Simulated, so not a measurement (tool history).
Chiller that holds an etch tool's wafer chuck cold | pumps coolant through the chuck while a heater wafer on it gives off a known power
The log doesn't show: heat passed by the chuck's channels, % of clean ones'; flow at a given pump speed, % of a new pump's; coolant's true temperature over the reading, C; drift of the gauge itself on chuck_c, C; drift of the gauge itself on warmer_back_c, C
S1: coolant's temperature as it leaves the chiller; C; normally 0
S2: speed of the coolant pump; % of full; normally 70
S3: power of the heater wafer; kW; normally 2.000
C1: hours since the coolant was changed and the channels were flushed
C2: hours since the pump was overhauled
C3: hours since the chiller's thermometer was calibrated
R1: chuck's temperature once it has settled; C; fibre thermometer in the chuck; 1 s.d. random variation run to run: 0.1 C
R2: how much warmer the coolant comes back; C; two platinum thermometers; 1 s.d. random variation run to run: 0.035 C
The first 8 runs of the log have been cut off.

Run 9, hour 172.2: usual settings; C1 5156; C2 1487; C3 1487. Result: R1 27.9 C, R2 5.99 C.
Run 10, hour 190.3: usual settings; C1 5174; C2 1505; C3 1505. Result: R1 28.0 C, R2 6.01 C.
Run 11, hour 214.5: usual settings; C1 5198; C2 1530; C3 1530. Result: R1 28.0 C, R2 5.98 C.
Run 12, hour 240.6: usual settings but S2 91 % of full; C1 5224; C2 1556; C3 1556. Result: R1 23.6 C, R2 4.47 C.
Run 13, hour 271.6: usual settings but S2 65 % of full; C1 5255; C2 1587; C3 1587. Result: R1 29.5 C, R2 6.52 C.
Run 14, hour 304.6: usual settings but S2 65 % of full; C1 5288; C2 1620; C3 1620. Result: R1 29.5 C, R2 6.61 C.
Run 15, hour 328.5: usual settings but S2 65 % of full; C1 5312; C2 1644; C3 1644. Result: R1 29.6 C, R2 6.55 C.
Run 16, hour 343.6: usual settings but S2 65 % of full; C1 5327; C2 1659; C3 1659. Result: R1 29.5 C, R2 6.54 C.
Run 17, hour 366.2: usual settings but S2 95 % of full; C1 5350; C2 1681; C3 1681. Result: R1 23.0 C, R2 4.26 C.
Run 18, hour 386.2: usual settings but S1 -7 C, S2 64 % of full; C1 5370; C2 1701; C3 1701. Result: R1 23.0 C, R2 6.64 C.
Run 19, hour 404.2: usual settings but S2 71 % of full, S3 1.195 kW; C1 5388; C2 1719; C3 1719. Result: R1 16.7 C, R2 3.51 C.
Run 20, hour 424.2: usual settings but S1 2 C, S2 77 % of full; C1 5408; C2 1739; C3 1739. Result: R1 28.5 C, R2 5.44 C.
Run 21, hour 442.2: usual settings but S2 65 % of full; C1 5426; C2 1757; C3 1757. Result: R1 29.8 C, R2 6.50 C.
Run 22, hour 468.5: usual settings but S1 5 C, S2 82 % of full, S3 2.076 kW; C1 5452; C2 1784; C3 1784. Result: R1 31.4 C, R2 5.18 C.
Run 23, hour 492.7: usual settings but S1 -9 C, S2 62 % of full, S3 1.300 kW; C1 5476; C2 1808; C3 1808. Result: R1 10.8 C, R2 4.45 C.
Run 24, hour 508.9: usual settings but S1 -9 C, S2 62 % of full, S3 1.300 kW; C1 5493; C2 1824; C3 1824. Result: R1 10.9 C, R2 4.49 C.
Run 25, hour 523.0: usual settings but S1 -6 C, S2 99 % of full, S3 1.182 kW; C1 5507; C2 1838; C3 1838. Result: R1 7.1 C, R2 2.41 C.
Run 26, hour 541.3: usual settings but S1 -6 C, S2 99 % of full, S3 1.182 kW; C1 5525; C2 1856; C3 1856. Result: R1 7.1 C, R2 2.42 C.
Run 27, hour 564.7: usual settings but S1 -2 C, S2 99 % of full, S3 2.414 kW; C1 5548; C2 1880; C3 1880. Result: R1 25.3 C, R2 4.95 C.
Run 28, hour 588.4: usual settings but S1 8 C, S2 85 % of full, S3 2.414 kW; C1 5572; C2 1903; C3 1903. Result: R1 38.0 C, R2 5.85 C.
Run 29, hour 618.9: usual settings but S1 8 C, S2 60 % of full, S3 1.295 kW; C1 5603; C2 1934; C3 1934. Result: R1 28.4 C, R2 4.65 C.
Run 30, hour 635.8: usual settings but S1 -7 C, S2 72 % of full, S3 1.091 kW; C1 5619; C2 1951; C3 1951. Result: R1 8.0 C, R2 3.19 C.
Run 31, hour 666.9: usual settings but S2 72 % of full, S3 1.616 kW; C1 5651; C2 1982; C3 1982. Result: R1 22.5 C, R2 4.76 C.
Run 32, hour 683.6: usual settings but S1 1 C, S2 91 % of full, S3 2.663 kW; C1 5667; C2 1999; C3 1999. Result: R1 33.0 C, R2 6.02 C.

Forecast each of these 4 alternatives for the next run:
Run A, hour 698.2: usual settings but S1 1 C, S2 79 % of full, S3 2.721 kW; C1 5682; C2 2013; C3 2013. Result: R1 ?, R2 ?.
Run B, hour 698.2: usual settings but S1 -2 C, S2 75 % of full, S3 2.945 kW; C1 5682; C2 2013; C3 2013. Result: R1 ?, R2 ?.
Run C, hour 698.2: usual settings but S1 -4 C, S3 1.432 kW; C1 5682; C2 2013; C3 2013. Result: R1 ?, R2 ?.
Run D, hour 698.2: usual settings but S3 1.906 kW; C1 5682; C2 2013; C3 2013. Result: R1 ?, R2 ?.

run    R1    R2
  A  36.7  7.18
  B  38.1  8.25
  C  16.3  4.26
  D  27.2  5.82
What these runs would have given with no unlogged condition in the tool:
run    R1    R2
  A  30.8  6.89
  B  31.5  7.93
  C  13.1  4.08
  D  22.8  5.59

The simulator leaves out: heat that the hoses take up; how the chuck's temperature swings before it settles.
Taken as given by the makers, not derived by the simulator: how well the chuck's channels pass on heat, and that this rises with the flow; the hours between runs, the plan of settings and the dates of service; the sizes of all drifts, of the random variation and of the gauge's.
